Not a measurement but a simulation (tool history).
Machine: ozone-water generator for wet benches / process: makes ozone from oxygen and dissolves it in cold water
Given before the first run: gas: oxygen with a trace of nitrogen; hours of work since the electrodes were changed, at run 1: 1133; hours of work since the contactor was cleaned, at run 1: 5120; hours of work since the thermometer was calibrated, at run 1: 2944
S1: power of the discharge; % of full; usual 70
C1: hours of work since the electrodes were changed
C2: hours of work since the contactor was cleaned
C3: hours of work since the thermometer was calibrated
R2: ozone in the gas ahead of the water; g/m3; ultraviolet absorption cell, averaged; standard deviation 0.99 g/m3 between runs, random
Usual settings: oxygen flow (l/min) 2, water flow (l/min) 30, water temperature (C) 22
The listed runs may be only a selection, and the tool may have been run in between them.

run 1 day=0 | S1=70 oxygen_flow_(l/min)=2 water_flow_(l/min)=30 water_temperature_(C)=22 | C1=1133 C2=5120 C3=2944 | dissolved_ozone_(ppm)=7.3 R2=166
run 2 day=2.55 | S1=70 oxygen_flow_(l/min)=2 water_flow_(l/min)=30 water_temperature_(C)=22 | C1=1172 C2=5159 C3=2982 | dissolved_ozone_(ppm)=7.2 R2=165.9
run 3 day=5.925 | S1=70 oxygen_flow_(l/min)=2 water_flow_(l/min)=30 water_temperature_(C)=28 | C1=1223 C2=5210 C3=3033 | dissolved_ozone_(ppm)=6.9 R2=165.4
run 4 day=9.017 | S1=64 oxygen_flow_(l/min)=2 water_flow_(l/min)=30 water_temperature_(C)=28 | C1=1269 C2=5256 C3=3080 | dissolved_ozone_(ppm)=6.6 R2=158.3
run 5 day=12.108 | S1=70 oxygen_flow_(l/min)=2 water_flow_(l/min)=30 water_temperature_(C)=22 | C1=1316 C2=5303 C3=3126 | dissolved_ozone_(ppm)=7.3 R2=164.8
run 6 day=16.254 | S1=70 oxygen_flow_(l/min)=2 water_flow_(l/min)=30 water_temperature_(C)=22 | C1=1379 C2=5366 C3=3189 | dissolved_ozone_(ppm)=7.1 R2=165.8
run 7 day=18.896 | S1=65 oxygen_flow_(l/min)=2 water_flow_(l/min)=30 water_temperature_(C)=22 | C1=1418 C2=5405 C3=3229 | dissolved_ozone_(ppm)=6.8 R2=158.6
run 8 day=21.05 | S1=70 oxygen_flow_(l/min)=2 water_flow_(l/min)=28 water_temperature_(C)=22 | C1=1451 C2=5438 C3=3262 | dissolved_ozone_(ppm)=7.7 R2=165
run 9 day=24.15 | S1=70 oxygen_flow_(l/min)=2 water_flow_(l/min)=28 water_temperature_(C)=22 | C1=1498 C2=5485 C3=3308 | dissolved_ozone_(ppm)=7.8 R2=164.6
run 10 day=25.925 | S1=70 oxygen_flow_(l/min)=2 water_flow_(l/min)=28 water_temperature_(C)=22 | C1=1525 C2=5512 C3=3335 | dissolved_ozone_(ppm)=7.6 R2=165
run 11 day=30.004 | S1=70 oxygen_flow_(l/min)=2 water_flow_(l/min)=28 water_temperature_(C)=22 | C1=1586 C2=5573 C3=3397 | dissolved_ozone_(ppm)=7.6 R2=165
run 12 day=33.692 | S1=70 oxygen_flow_(l/min)=2 water_flow_(l/min)=28 water_temperature_(C)=22 | C1=1642 C2=5629 C3=3452 | dissolved_ozone_(ppm)=7.7 R2=163.4
run 13 day=36.525 | S1=70 oxygen_flow_(l/min)=2 water_flow_(l/min)=30 water_temperature_(C)=22 | C1=1685 C2=5672 C3=3495 | dissolved_ozone_(ppm)=7.2 R2=165.3
run 14 day=38.854 | S1=70 oxygen_flow_(l/min)=2 water_flow_(l/min)=30 water_temperature_(C)=22 | C1=1720 C2=5707 C3=3530 | dissolved_ozone_(ppm)=7 R2=163.9
run 15 day=42.208 | S1=70 oxygen_flow_(l/min)=2 water_flow_(l/min)=30 water_temperature_(C)=22 | C1=1770 C2=5758 C3=3581 | dissolved_ozone_(ppm)=7 R2=163.6
run 16 day=43.975 | S1=70 oxygen_flow_(l/min)=2 water_flow_(l/min)=30 water_temperature_(C)=22 | C1=1797 C2=5784 C3=3608 | dissolved_ozone_(ppm)=7.1 R2=164.6
run 17 day=45.742 | S1=70 oxygen_flow_(l/min)=2 water_flow_(l/min)=30 water_temperature_(C)=22 | C1=1824 C2=5811 C3=3634 | dissolved_ozone_(ppm)=7 R2=163.9
run 18 day=47.842 | S1=70 oxygen_flow_(l/min)=2 water_flow_(l/min)=30 water_temperature_(C)=15 | C1=1856 C2=5843 C3=3666 | dissolved_ozone_(ppm)=7.5 R2=163.4
run 19 day=51.779 | S1=65 oxygen_flow_(l/min)=2 water_flow_(l/min)=30 water_temperature_(C)=18 | C1=1915 C2=5902 C3=3726 | dissolved_ozone_(ppm)=7 R2=155.8
run 20 day=55.746 | S1=46 oxygen_flow_(l/min)=2 water_flow_(l/min)=33 water_temperature_(C)=29 | C1=1975 C2=5962 C3=3785 | dissolved_ozone_(ppm)=4.7 R2=128.7
run 21 day=59.796 | S1=47 oxygen_flow_(l/min)=2.57 water_flow_(l/min)=33 water_temperature_(C)=29 | C1=2036 C2=6023 C3=3847 | dissolved_ozone_(ppm)=5.2 R2=116.9
run 22 day=61.7 | S1=70 oxygen_flow_(l/min)=1.21 water_flow_(l/min)=35 water_temperature_(C)=22 | C1=2065 C2=6052 C3=3875 | dissolved_ozone_(ppm)=4.9 R2=208.3
run 23 day=65.033 | S1=70 oxygen_flow_(l/min)=1.21 water_flow_(l/min)=35 water_temperature_(C)=22 | C1=2115 C2=6102 C3=3926 | dissolved_ozone_(ppm)=4.8 R2=204.5
run 24 day=69.158 | S1=80 oxygen_flow_(l/min)=1.51 water_flow_(l/min)=30 water_temperature_(C)=14 | C1=2177 C2=6164 C3=3988 | dissolved_ozone_(ppm)=7 R2=199
run 25 day=71.042 | S1=80 oxygen_flow_(l/min)=1.51 water_flow_(l/min)=30 water_temperature_(C)=21 | C1=2206 C2=6193 C3=4016 | dissolved_ozone_(ppm)=6.8 R2=198.7
run 26 day=74.542 | S1=98 oxygen_flow_(l/min)=2.04 water_flow_(l/min)=23 water_temperature_(C)=15 | C1=2259 C2=6246 C3=4069 | dissolved_ozone_(ppm)=11.9 R2=193.5
run 27 day=76.271 | S1=88 oxygen_flow_(l/min)=1.73 water_flow_(l/min)=21 water_temperature_(C)=22 | C1=2285 C2=6272 C3=4095 | dissolved_ozone_(ppm)=10.8 R2=197.1
run 28 day=78.583 | S1=88 oxygen_flow_(l/min)=1.73 water_flow_(l/min)=21 water_temperature_(C)=22 | C1=2320 C2=6307 C3=4130 | dissolved_ozone_(ppm)=10.9 R2=196
run 29 day=81.129 | S1=87 oxygen_flow_(l/min)=3.37 water_flow_(l/min)=37 water_temperature_(C)=20 | C1=2358 C2=6345 C3=4169 | dissolved_ozone_(ppm)=7.3 R2=144.1
run 30 day=83.229 | S1=87 oxygen_flow_(l/min)=3.37 water_flow_(l/min)=37 water_temperature_(C)=20 | C1=2390 C2=6377 C3=4200 | dissolved_ozone_(ppm)=7.3 R2=142.4
run 31 day=87.042 | S1=53 oxygen_flow_(l/min)=1.01 water_flow_(l/min)=32 water_temperature_(C)=27 | C1=2447 C2=6435 C3=4258 | dissolved_ozone_(ppm)=4.2 R2=193.1
run 32 day=90.112 | S1=53 oxygen_flow_(l/min)=1.01 water_flow_(l/min)=28 water_temperature_(C)=27 | C1=2494 C2=6481 C3=4304 | dissolved_ozone_(ppm)=4.9 R2=191.3
run 33 day=93.125 | S1=53 oxygen_flow_(l/min)=1.01 water_flow_(l/min)=25 water_temperature_(C)=24 | C1=2539 C2=6526 C3=4350 | dissolved_ozone_(ppm)=5.6 R2=189.7

Table of differences, measured result less the result of that run with no hidden state. Run-to-run variation is the same in both. Gauge scatter possibly is not:
Hidden conditions of the tool in this case: yield of the discharge, % of new electrodes'; contactor's efficiency, % of a clean one's; true water temperature over the reading, C; drift of the gauge itself on ozone_ppm, %; drift of the gauge itself on gas_g_m3, %.
run=1 dissolved_ozone_(ppm)=-0.4 R2=-4.5
run=2 dissolved_ozone_(ppm)=-0.4 R2=-4.6
run=3 dissolved_ozone_(ppm)=-0.5 R2=-4.8
run=4 dissolved_ozone_(ppm)=-0.4 R2=-4.4
run=5 dissolved_ozone_(ppm)=-0.4 R2=-5.1
run=6 dissolved_ozone_(ppm)=-0.5 R2=-5.3
run=7 dissolved_ozone_(ppm)=-0.5 R2=-5
run=8 dissolved_ozone_(ppm)=-0.5 R2=-5.5
run=9 dissolved_ozone_(ppm)=-0.5 R2=-5.7
run=10 dissolved_ozone_(ppm)=-0.6 R2=-5.8
run=11 dissolved_ozone_(ppm)=-0.5 R2=-6.1
run=12 dissolved_ozone_(ppm)=-0.6 R2=-6.2
run=13 dissolved_ozone_(ppm)=-0.5 R2=-6.4
run=14 dissolved_ozone_(ppm)=-0.6 R2=-6.4
run=15 dissolved_ozone_(ppm)=-0.5 R2=-6.6
run=16 dissolved_ozone_(ppm)=-0.5 R2=-6.7
run=17 dissolved_ozone_(ppm)=-0.6 R2=-6.8
run=18 dissolved_ozone_(ppm)=-0.6 R2=-6.9
run=19 dissolved_ozone_(ppm)=-0.5 R2=-6.5
run=20 dissolved_ozone_(ppm)=-0.4 R2=-4.4
run=21 dissolved_ozone_(ppm)=-0.4 R2=-4.1
run=22 dissolved_ozone_(ppm)=-0.4 R2=-9.7
run=23 dissolved_ozone_(ppm)=-0.4 R2=-9.8
run=24 dissolved_ozone_(ppm)=-0.6 R2=-10.6
run=25 dissolved_ozone_(ppm)=-0.7 R2=-10.6
run=26 dissolved_ozone_(ppm)=-1.1 R2=-11.7
run=27 dissolved_ozone_(ppm)=-1 R2=-11.5
run=28 dissolved_ozone_(ppm)=-1 R2=-11.6
run=29 dissolved_ozone_(ppm)=-0.8 R2=-8.6
run=30 dissolved_ozone_(ppm)=-0.9 R2=-8.6
run=31 dissolved_ozone_(ppm)=-0.4 R2=-9
run=32 dissolved_ozone_(ppm)=-0.5 R2=-9
run=33 dissolved_ozone_(ppm)=-0.5 R2=-9.1
